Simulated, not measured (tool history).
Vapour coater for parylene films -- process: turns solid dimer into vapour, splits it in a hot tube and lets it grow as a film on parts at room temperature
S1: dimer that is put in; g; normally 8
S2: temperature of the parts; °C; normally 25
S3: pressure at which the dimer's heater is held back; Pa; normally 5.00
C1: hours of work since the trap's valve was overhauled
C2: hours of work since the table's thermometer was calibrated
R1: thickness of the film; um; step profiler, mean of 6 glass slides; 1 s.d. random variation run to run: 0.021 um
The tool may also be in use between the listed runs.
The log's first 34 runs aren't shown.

run 35 hour=1211.6 | S1=8 S2=25 S3=2.11 | C1=410 C2=471 | R1=4.15
run 36 hour=1265.0 | S1=14 S2=22 S3=11.65 | C1=451 C2=513 | R1=5.89
-- hour=1271.4 trap's valve overhauled
run 37 hour=1296.2 | S1=11 S2=37 S3=7.51 | C1=19 C2=534 | R1=3.55
run 38 hour=1336.4 | S1=11 S2=37 S3=7.51 | C1=51 C2=566 | R1=3.54
run 39 hour=1371.7 | S1=7 S2=25 S3=5.48 | C1=79 C2=594 | R1=3.28
run 40 hour=1415.6 | S1=6 S2=20 S3=2.11 | C1=113 C2=628 | R1=3.72
run 41 hour=1444.7 | S1=6 S2=20 S3=2.11 | C1=136 C2=651 | R1=3.71
run 42 hour=1467.6 | S1=9 S2=20 S3=2.11 | C1=154 C2=669 | R1=5.57
run 43 hour=1508.6 | S1=10 S2=18 S3=5.00 | C1=186 C2=701 | R1=5.59
run 44 hour=1558.9 | S1=10 S2=18 S3=5.00 | C1=226 C2=741 | R1=5.63
run 45 hour=1591.6 | S1=11 S2=35 S3=2.58 | C1=252 C2=767 | R1=4.27
run 46 hour=1617.4 | S1=11 S2=35 S3=2.58 | C1=272 C2=787 | R1=4.25
run 47 hour=1639.3 | S1=10 S2=25 S3=5.00 | C1=289 C2=804 | R1=4.54

Branching from run 47: 4 alternative next runs. What would each branch give?
run A hour=1676.1 | S1=10 S2=32 S3=5.00 | C1=318 C2=833 | R1=?
run B hour=1676.1 | S1=10 S2=25 S3=2.28 | C1=318 C2=833 | R1=?
run C hour=1676.1 | S1=8 S2=25 S3=8.25 | C1=318 C2=833 | R1=?
run D hour=1676.1 | S1=10 S2=23 S3=7.91 | C1=318 C2=833 | R1=?

run=A R1=3.72
run=B R1=5.14
run=C R1=3.31
run=D R1=4.43
Take away the tool's hidden state, keep each run's random variation, and the runs would have read:
run=A R1=3.98
run=B R1=5.50
run=C R1=3.54
run=D R1=4.74
